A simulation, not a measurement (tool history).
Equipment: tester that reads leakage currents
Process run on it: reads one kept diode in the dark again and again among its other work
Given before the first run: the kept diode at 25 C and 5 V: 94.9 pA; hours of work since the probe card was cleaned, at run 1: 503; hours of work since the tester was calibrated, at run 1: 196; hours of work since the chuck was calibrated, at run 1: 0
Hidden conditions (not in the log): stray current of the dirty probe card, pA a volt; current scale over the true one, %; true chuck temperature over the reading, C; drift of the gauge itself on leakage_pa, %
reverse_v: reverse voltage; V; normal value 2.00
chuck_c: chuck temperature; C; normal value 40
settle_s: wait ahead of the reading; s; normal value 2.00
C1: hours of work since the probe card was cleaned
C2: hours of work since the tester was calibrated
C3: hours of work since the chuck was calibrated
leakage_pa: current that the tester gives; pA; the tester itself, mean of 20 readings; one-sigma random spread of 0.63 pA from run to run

Run 1, hour 0.0: usual settings; C1 503; C2 196; C3 0. Result: leakage_pa 209.86 pA.
Run 2, hour 217.5: usual settings; C1 676; C2 369; C3 173. Result: leakage_pa 205.31 pA.
Run 3, hour 415.5: usual settings; C1 834; C2 526; C3 331. Result: leakage_pa 202.42 pA.
Run 4, hour 678.8: usual settings but settle_s 0.42 s; C1 1043; C2 736; C3 541. Result: leakage_pa 198.58 pA.
Run 5, hour 932.2: usual settings but settle_s 0.42 s; C1 1245; C2 938; C3 742. Result: leakage_pa 194.73 pA.
Run 6, hour 1209.4: usual settings but settle_s 0.42 s; C1 1466; C2 1159; C3 963. Result: leakage_pa 190.17 pA.
Run 7, hour 1445.1: usual settings but settle_s 0.42 s; C1 1654; C2 1346; C3 1151. Result: leakage_pa 185.45 pA.
At hour 1575.4: chuck's temperature calibrated.
Run 8, hour 1592.9: usual settings but settle_s 0.42 s; C1 1770; C2 1463; C3 14. Result: leakage_pa 208.98 pA.
Run 9, hour 1871.0: usual settings but reverse_v 1.55 V; C1 1991; C2 1684; C3 235. Result: leakage_pa 186.25 pA.
Run 10, hour 2037.3: usual settings but reverse_v 2.50 V, settle_s 1.52 s; C1 2124; C2 1817; C3 368. Result: leakage_pa 217.22 pA.
Run 11, hour 2210.6: usual settings but chuck_c 44 C; C1 2262; C2 1955; C3 506. Result: leakage_pa 259.10 pA.
Run 12, hour 2348.9: usual settings but chuck_c 44 C; C1 2372; C2 2065; C3 616. Result: leakage_pa 256.71 pA.
Run 13, hour 2470.7: usual settings but reverse_v 19.77 V, chuck_c 24 C, settle_s 2.41 s; C1 2469; C2 2162; C3 713. Result: leakage_pa 156.58 pA.
Run 14, hour 2701.5: usual settings but reverse_v 9.01 V, chuck_c 20 C, settle_s 0.30 s; C1 2653; C2 2345; C3 897. Result: leakage_pa 92.01 pA.
Run 15, hour 2825.1: usual settings but chuck_c 29 C, settle_s 1.12 s; C1 2751; C2 2444; C3 995. Result: leakage_pa 87.21 pA.
Run 16, hour 2957.3: usual settings but chuck_c 29 C, settle_s 1.12 s; C1 2856; C2 2549; C3 1101. Result: leakage_pa 85.77 pA.

Each row is a separate what-if for the run after 16, all from the same tool condition, not one after another. Results?
At hour 3156.4: chuck's temperature calibrated.
Run A, hour 3178.5: usual settings but reverse_v 1.23 V, chuck_c 35 C, settle_s 1.27 s; C1 3031; C2 2724; C3 18. Result: leakage_pa ?.
At hour 3156.4: chuck's temperature calibrated.
Run B, hour 3178.5: usual settings but chuck_c 20 C, settle_s 1.12 s; C1 3031; C2 2724; C3 18. Result: leakage_pa ?.
At hour 3156.4: chuck's temperature calibrated.
Run C, hour 3178.5: usual settings but reverse_v 11.56 V, settle_s 1.32 s; C1 3031; C2 2724; C3 18. Result: leakage_pa ?.

run  leakage_pa
  A      127.42
  B       51.45
  C      396.85
Take away the tool's hidden state, keep each run's random variation, and the runs would have read:
run  leakage_pa
  A      125.02
  B       47.88
  C      375.82
